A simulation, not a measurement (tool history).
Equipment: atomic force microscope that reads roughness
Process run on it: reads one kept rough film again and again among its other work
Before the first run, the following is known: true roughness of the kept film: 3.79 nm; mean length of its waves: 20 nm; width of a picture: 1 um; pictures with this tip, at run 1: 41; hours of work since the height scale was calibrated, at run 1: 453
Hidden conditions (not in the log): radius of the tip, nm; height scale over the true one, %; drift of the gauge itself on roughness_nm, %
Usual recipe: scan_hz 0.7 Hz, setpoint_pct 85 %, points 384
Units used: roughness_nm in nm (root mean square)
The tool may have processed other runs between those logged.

| run | day | scan_hz | setpoint_pct | points | pictures with this tip | hours of work since the height scale was calibrated | roughness_nm |
|---|---|---|---|---|---|---|---|
| 1 | 0 | 0.7 | 85 | 384 | 41 | 453 | 2.548 |
| 2 | 1.3 | 2.673 | 85 | 384 | 108 | 475 | 1.936 |
|  | 2.229 | new tip fitted |
| 3 | 2.475 | 2.673 | 85 | 384 | 13 | 496 | 2.304 |
| 4 | 3.562 | 2.673 | 85 | 384 | 69 | 515 | 2.071 |
| 5 | 4.433 | 0.7 | 85 | 384 | 114 | 530 | 2.284 |
|  | 5.188 | new tip fitted |
| 6 | 5.204 | 0.7 | 85 | 384 | 1 | 543 | 2.736 |
| 7 | 5.908 | 0.7 | 85 | 384 | 37 | 556 | 2.535 |
| 8 | 6.604 | 0.7 | 85 | 384 | 73 | 568 | 2.432 |
| 9 | 7.954 | 0.7 | 85 | 384 | 142 | 592 | 2.159 |
|  | 8.096 | new tip fitted |
| 10 | 8.546 | 0.7 | 85 | 384 | 23 | 602 | 2.649 |
| 11 | 9.583 | 0.7 | 85 | 384 | 76 | 620 | 2.393 |
| 12 | 10.238 | 0.7 | 85 | 384 | 110 | 631 | 2.27 |
|  | 11.029 | new tip fitted |
| 13 | 11.642 | 0.7 | 85 | 384 | 31 | 656 | 2.629 |
| 14 | 12.704 | 0.7 | 85 | 384 | 86 | 674 | 2.414 |
| 15 | 13.8 | 0.7 | 85 | 384 | 142 | 694 | 2.167 |
|  | 14.021 | new tip fitted |
| 16 | 14.75 | 0.7 | 85 | 384 | 37 | 710 | 2.558 |
| 17 | 16.042 | 0.76 | 57 | 785 | 103 | 733 | 2.445 |
|  | 16.946 | new tip fitted |
| 18 | 17.417 | 0.76 | 90 | 785 | 24 | 756 | 2.604 |
| 19 | 18.042 | 1.956 | 61 | 304 | 57 | 767 | 2.5 |
| 20 | 18.638 | 0.528 | 76 | 331 | 87 | 778 | 2.444 |
| 21 | 19.362 | 0.528 | 76 | 331 | 125 | 791 | 2.318 |
|  | 19.908 | new tip fitted |
| 22 | 20.338 | 0.69 | 85 | 723 | 22 | 807 | 2.689 |
| 23 | 21.354 | 0.69 | 85 | 723 | 74 | 825 | 2.463 |
| 24 | 22.521 | 0.724 | 55 | 297 | 134 | 846 | 2.29 |
|  | 22.879 | new tip fitted |
| 25 | 23.912 | 0.724 | 55 | 297 | 54 | 870 | 2.6 |
| 26 | 24.667 | 0.801 | 63 | 422 | 93 | 883 | 2.473 |
| 27 | 25.746 | 0.663 | 67 | 274 | 148 | 902 | 2.197 |
|  | 25.833 | new tip fitted |
| 28 | 26.95 | 2.501 | 71 | 601 | 57 | 923 | 2.456 |
| 29 | 27.942 | 0.527 | 59 | 270 | 108 | 940 | 2.44 |
| 30 | 28.658 | 0.527 | 59 | 270 | 145 | 953 | 2.276 |
|  | 28.758 | new tip fitted |
| 31 | 29.579 | 2.239 | 85 | 463 | 42 | 969 | 2.273 |
| 32 | 30.808 | 2.239 | 85 | 463 | 106 | 990 | 2.026 |

Predict each of these 4 candidate next runs independently; none follows another, all start after run 32:
| A | 31.383 | 2.491 | 58 | 384 | 135 | 1000 | ? |
| B | 31.383 | 0.7 | 56 | 708 | 135 | 1000 | ? |
| C | 31.383 | 2.665 | 82 | 463 | 135 | 1000 | ? |
| D | 31.383 | 2.239 | 85 | 540 | 135 | 1000 | ? |

| run | roughness_nm |
|---|---|
| A | 2.256 |
| B | 2.369 |
| C | 1.958 |
| D | 1.966 |
With the hidden condition removed and each run's random variation left untouched, the same runs would have given:
| run | roughness_nm |
|---|---|
| A | 2.819 |
| B | 2.959 |
| C | 2.448 |
| D | 2.456 |
